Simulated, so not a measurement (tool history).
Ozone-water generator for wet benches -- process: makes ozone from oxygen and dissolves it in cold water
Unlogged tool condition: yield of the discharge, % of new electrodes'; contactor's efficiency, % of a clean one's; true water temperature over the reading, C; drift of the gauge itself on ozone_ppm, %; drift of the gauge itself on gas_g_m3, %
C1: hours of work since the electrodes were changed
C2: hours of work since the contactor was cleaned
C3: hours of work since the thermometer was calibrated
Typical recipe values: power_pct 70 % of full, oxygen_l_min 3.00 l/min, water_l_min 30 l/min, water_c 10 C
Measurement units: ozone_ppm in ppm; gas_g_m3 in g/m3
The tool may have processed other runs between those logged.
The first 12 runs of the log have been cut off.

Run 13, hour 743.5: usual settings but water_l_min 19 l/min, water_c 6 C; C1 2417; C2 4239; C3 3184. Result: ozone_ppm 19.1 ppm, gas_g_m3 186.8 g/m3.
Run 14, hour 826.3: usual settings but water_l_min 19 l/min, water_c 6 C; C1 2488; C2 4310; C3 3255. Result: ozone_ppm 18.8 ppm, gas_g_m3 186.1 g/m3.
Run 15, hour 897.9: usual settings but power_pct 52 % of full; C1 2549; C2 4372; C3 3316. Result: ozone_ppm 9.1 ppm, gas_g_m3 145.5 g/m3.
Run 16, hour 946.7: usual settings but power_pct 52 % of full; C1 2591; C2 4413; C3 3358. Result: ozone_ppm 9.1 ppm, gas_g_m3 145.8 g/m3.
Run 17, hour 1006.6: usual settings but power_pct 61 % of full, oxygen_l_min 2.17 l/min, water_l_min 22 l/min; C1 2642; C2 4465; C3 3410. Result: ozone_ppm 12.5 ppm, gas_g_m3 189.8 g/m3.
Run 18, hour 1047.6: usual settings but power_pct 40 % of full, oxygen_l_min 4.18 l/min; C1 2678; C2 4500; C3 3445. Result: ozone_ppm 8.2 ppm, gas_g_m3 102.1 g/m3.
Run 19, hour 1127.7: usual settings but power_pct 54 % of full, oxygen_l_min 2.36 l/min, water_l_min 44 l/min; C1 2746; C2 4569; C3 3514. Result: ozone_ppm 5.4 ppm, gas_g_m3 164.8 g/m3.
Run 20, hour 1182.9: usual settings but power_pct 54 % of full, oxygen_l_min 2.36 l/min, water_l_min 44 l/min; C1 2794; C2 4616; C3 3561. Result: ozone_ppm 5.6 ppm, gas_g_m3 164.0 g/m3.
At hour 1232.5: contactor cleaned.
Run 21, hour 1246.1: usual settings but power_pct 83 % of full, oxygen_l_min 2.36 l/min, water_l_min 44 l/min; C1 2845; C2 12; C3 3612. Result: ozone_ppm 8.3 ppm, gas_g_m3 230.8 g/m3.
Run 22, hour 1287.7: usual settings but power_pct 83 % of full, oxygen_l_min 4.12 l/min, water_l_min 44 l/min; C1 2880; C2 47; C3 3648. Result: ozone_ppm 10.6 ppm, gas_g_m3 184.2 g/m3.
Run 23, hour 1366.3: usual settings but power_pct 75 % of full, oxygen_l_min 1.98 l/min, water_l_min 18 l/min, water_c 8 C; C1 2948; C2 115; C3 3715. Result: ozone_ppm 18.1 ppm, gas_g_m3 229.2 g/m3.
Run 24, hour 1444.3: usual settings but power_pct 58 % of full, oxygen_l_min 3.90 l/min; C1 3015; C2 182; C3 3782. Result: ozone_ppm 11.3 ppm, gas_g_m3 140.2 g/m3.
Run 25, hour 1484.9: usual settings but power_pct 58 % of full, oxygen_l_min 3.58 l/min, water_c 8 C; C1 3050; C2 217; C3 3817. Result: ozone_ppm 11.2 ppm, gas_g_m3 145.5 g/m3.
Run 26, hour 1561.9: usual settings but oxygen_l_min 1.93 l/min, water_c 5 C; C1 3116; C2 283; C3 3883. Result: ozone_ppm 10.2 ppm, gas_g_m3 216.4 g/m3.
Run 27, hour 1622.2: usual settings but power_pct 42 % of full, oxygen_l_min 3.20 l/min, water_l_min 26 l/min, water_c 11 C; C1 3167; C2 334; C3 3935. Result: ozone_ppm 9.4 ppm, gas_g_m3 118.5 g/m3.
Run 28, hour 1668.7: usual settings but power_pct 84 % of full, oxygen_l_min 3.19 l/min, water_l_min 35 l/min, water_c 11 C; C1 3207; C2 374; C3 3975. Result: ozone_ppm 12.1 ppm, gas_g_m3 203.9 g/m3.
Run 29, hour 1725.3: usual settings but power_pct 83 % of full, oxygen_l_min 3.19 l/min, water_l_min 22 l/min, water_c 11 C; C1 3256; C2 423; C3 4023. Result: ozone_ppm 18.2 ppm, gas_g_m3 201.4 g/m3.
Run 30, hour 1787.7: usual settings but power_pct 71 % of full, water_c 12 C; C1 3309; C2 477; C3 4077. Result: ozone_ppm 11.9 ppm, gas_g_m3 182.3 g/m3.
Run 31, hour 1824.0: usual settings but power_pct 60 % of full, oxygen_l_min 3.58 l/min, water_l_min 31 l/min, water_c 12 C; C1 3341; C2 508; C3 4108. Result: ozone_ppm 10.7 ppm, gas_g_m3 145.8 g/m3.
Run 32, hour 1872.6: usual settings but power_pct 60 % of full, oxygen_l_min 1.57 l/min, water_l_min 20 l/min, water_c 15 C; C1 3382; C2 549; C3 4150. Result: ozone_ppm 11.5 ppm, gas_g_m3 206.8 g/m3.

Consider 3 possible next runs. They are alternatives, not a sequence: every one starts from the tool as it was left by run 32. What does each give?
Run A, hour 1931.2: usual settings but water_c 17 C; C1 3433; C2 600; C3 4200. Result: ozone_ppm ?, gas_g_m3 ?.
Run B, hour 1931.2: usual settings but power_pct 65 % of full, oxygen_l_min 3.47 l/min, water_l_min 29 l/min; C1 3433; C2 600; C3 4200. Result: ozone_ppm ?, gas_g_m3 ?.
Run C, hour 1931.2: usual settings but power_pct 91 % of full, oxygen_l_min 1.57 l/min, water_l_min 20 l/min, water_c 15 C; C1 3433; C2 600; C3 4200. Result: ozone_ppm ?, gas_g_m3 ?.

run  ozone_ppm  gas_g_m3
  A       11.1     177.4
  B       12.1     158.7
  C       16.3     287.3
Without the tool's unlogged condition, the same runs would have read:
run  ozone_ppm  gas_g_m3
  A       12.9     202.8
  B       13.8     179.9
  C       19.3     338.4
